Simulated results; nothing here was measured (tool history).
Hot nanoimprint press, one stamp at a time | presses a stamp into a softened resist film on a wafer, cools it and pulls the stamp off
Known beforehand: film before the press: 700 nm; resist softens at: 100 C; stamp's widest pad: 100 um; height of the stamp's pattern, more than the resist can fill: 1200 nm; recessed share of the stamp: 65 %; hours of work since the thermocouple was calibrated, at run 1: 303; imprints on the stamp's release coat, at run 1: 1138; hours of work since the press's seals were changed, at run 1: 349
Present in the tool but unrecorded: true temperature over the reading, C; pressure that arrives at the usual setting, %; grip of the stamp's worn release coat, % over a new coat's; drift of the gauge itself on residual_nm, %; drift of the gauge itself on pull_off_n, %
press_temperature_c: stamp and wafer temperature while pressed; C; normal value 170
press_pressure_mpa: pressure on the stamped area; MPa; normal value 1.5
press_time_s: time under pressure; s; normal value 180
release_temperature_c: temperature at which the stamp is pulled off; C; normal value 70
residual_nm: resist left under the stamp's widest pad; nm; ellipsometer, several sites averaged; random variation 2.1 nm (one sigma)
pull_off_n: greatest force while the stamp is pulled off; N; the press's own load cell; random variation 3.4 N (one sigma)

run	hour	press_temperature_c	press_pressure_mpa	press_time_s	release_temperature_c	hours of work since the thermocouple was calibrated	imprints on the stamp's release coat	hours of work since the press's seals were changed	residual_nm	pull_off_n
1	0	170	1.5	180	70	303	1138	349	366.4	218
# hour 28.4: stamp cleaned and given a new release coat
2	48.2	170	1.5	180	70	331	88	378	366.6	170
3	85.3	170	1.5	211	70	356	253	403	348	179
4	123.4	170	1.5	211	70	382	422	428	349.7	187
5	155.5	170	1.5	180	70	403	564	450	370.9	198
6	184.3	170	1.5	180	70	423	692	470	379.6	201
7	220.3	170	1.5	180	70	447	852	494	379	209
8	253	170	1.5	180	70	469	997	516	376.5	219
9	275.7	170	1.5	180	70	484	1098	531	379.3	219
10	304.2	170	1.5	180	70	504	1224	550	380.3	224
# hour 313.4: stamp cleaned and given a new release coat
# hour 328.6: press's hydraulic seals changed and the load cell set to zero
11	363.4	170	1.5	180	70	534	186	23	381.5	183
12	400.9	170	1.5	180	70	559	352	49	382	187
# hour 443.4: plate thermocouple calibrated
13	454.4	168	1.5	180	70	7	576	83	419.2	209
14	494.9	168	1.5	180	70	35	756	110	421.9	196
15	538	163	1.5	180	70	64	947	139	510.4	223
16	560.9	163	1.5	180	70	79	1049	155	510.1	227
17	586.2	170	1.23	180	70	96	1162	172	424.4	239
# hour 610.5: stamp cleaned and given a new release coat
18	639.5	170	1.36	115	58	128	128	204	466.1	217
19	684.6	170	1.74	115	58	159	329	234	438.4	229
20	710.6	178	1.09	143	77	176	444	252	361.1	167

Run 21 has not been measured yet. What should we expect?
# hour 748.5: plate thermocouple calibrated, once more
21	762.2	164	1.22	340	69	9	660	284	?	?

Run 21 came out at residual_nm 389.6 nm, pull_off_n 193 N.
With the hidden condition absent and the run-to-run variation left alone, this run would have shown residual_nm 385.8 nm, pull_off_n 162 N.
